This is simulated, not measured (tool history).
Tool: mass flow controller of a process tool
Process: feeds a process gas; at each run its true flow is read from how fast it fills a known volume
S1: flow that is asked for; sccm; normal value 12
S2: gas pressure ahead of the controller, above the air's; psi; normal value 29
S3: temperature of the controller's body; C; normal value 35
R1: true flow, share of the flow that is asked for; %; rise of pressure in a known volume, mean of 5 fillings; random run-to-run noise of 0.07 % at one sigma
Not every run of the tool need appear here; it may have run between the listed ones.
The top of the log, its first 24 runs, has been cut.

| run | day | S1 | S2 | S3 | R1 |
|---|---|---|---|---|---|
| 25 | 58.717 | 12 | 30.6 | 23 | 99.08 |
| 26 | 61.638 | 2 | 33.5 | 35 | 101.49 |
| 27 | 64.567 | 2 | 33.5 | 35 | 101.63 |
| 28 | 67.612 | 18 | 33.5 | 25 | 99.92 |
| 29 | 70.954 | 18 | 33.5 | 24 | 100.1 |
| 30 | 72.342 | 18 | 33.5 | 24 | 100 |
| 31 | 74.742 | 6 | 26.1 | 35 | 98.5 |
| 32 | 76.2 | 12 | 29 | 26 | 99.02 |
| 33 | 78.338 | 12 | 29 | 26 | 98.91 |

Predict the results of run 34:
| 34 | 80.808 | 12 | 29 | 26 | ? |

{"run 34": {"R1": 99.01}}
Take away the tool's hidden state, keep the run-to-run variation as it was, and the same run would have given R1 98.6 %.
